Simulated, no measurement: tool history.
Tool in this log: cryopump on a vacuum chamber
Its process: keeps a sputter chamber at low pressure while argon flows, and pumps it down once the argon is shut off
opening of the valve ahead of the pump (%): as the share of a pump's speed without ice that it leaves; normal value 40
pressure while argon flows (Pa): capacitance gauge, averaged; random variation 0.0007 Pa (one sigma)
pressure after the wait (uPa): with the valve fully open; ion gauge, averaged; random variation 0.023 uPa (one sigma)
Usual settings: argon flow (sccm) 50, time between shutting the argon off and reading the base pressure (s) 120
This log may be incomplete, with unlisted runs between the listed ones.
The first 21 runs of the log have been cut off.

| run | hour | argon flow (sccm) | time between shutting the argon off and reading the base pressure (s) | opening of the valve ahead of the pump (%) | hours of work since the pump was warmed up and emptied | hours of work since the cold head was overhauled | hours of work since the chamber's fittings were tightened | pressure while argon flows (Pa) | pressure after the wait (uPa) |
|---|---|---|---|---|---|---|---|---|---|
| 22 | 466.5 | 72 | 82 | 29 | 321 | 321 | 944 | 0.253 | 1.38 |
| 23 | 493.9 | 72 | 261 | 29 | 335 | 335 | 957 | 0.2509 | 0.81 |
| 24 | 525.5 | 45 | 292 | 24 | 350 | 350 | 973 | 0.1896 | 0.8 |
| 25 | 556.6 | 50 | 214 | 30 | 365 | 365 | 988 | 0.1698 | 0.88 |
| 26 | 576.5 | 44 | 55 | 56 | 375 | 375 | 997 | 0.082 | 1.74 |
| 27 | 603.6 | 34 | 98 | 56 | 388 | 388 | 1011 | 0.0636 | 1.26 |
| 28 | 626.6 | 80 | 98 | 56 | 399 | 399 | 1022 | 0.152 | 1.26 |
| 29 | 656.7 | 50 | 231 | 25 | 414 | 414 | 1036 | 0.2033 | 0.84 |
| 30 | 686.8 | 50 | 231 | 25 | 428 | 428 | 1051 | 0.2011 | 0.9 |
| 31 | 709.7 | 50 | 231 | 25 | 439 | 439 | 1062 | 0.2029 | 0.89 |
| 32 | 729.6 | 50 | 146 | 25 | 449 | 449 | 1072 | 0.2018 | 1.08 |
| 33 | 749.4 | 20 | 35 | 54 | 459 | 459 | 1081 | 0.0388 | 2.57 |
| 34 | 774.3 | 20 | 195 | 40 | 471 | 471 | 1093 | 0.0523 | 0.97 |

What if the next run were any one of these 3? Each begins from the tool's condition after run 34:
| A | 797.1 | 24 | 195 | 40 | 482 | 482 | 1104 | ? | ? |
| B | 797.1 | 34 | 22 | 40 | 482 | 482 | 1104 | ? | ? |
| C | 797.1 | 50 | 120 | 31 | 482 | 482 | 1104 | ? | ? |

| run | pressure while argon flows (Pa) | pressure after the wait (uPa) |
|---|---|---|
| A | 0.0636 | 0.96 |
| B | 0.089 | 3.63 |
| C | 0.1666 | 1.21 |
Had the tool no hidden state, the same runs would have come out as:
| run | pressure while argon flows (Pa) | pressure after the wait (uPa) |
|---|---|---|
| A | 0.0598 | 0.53 |
| B | 0.0836 | 3.19 |
| C | 0.1587 | 0.76 |
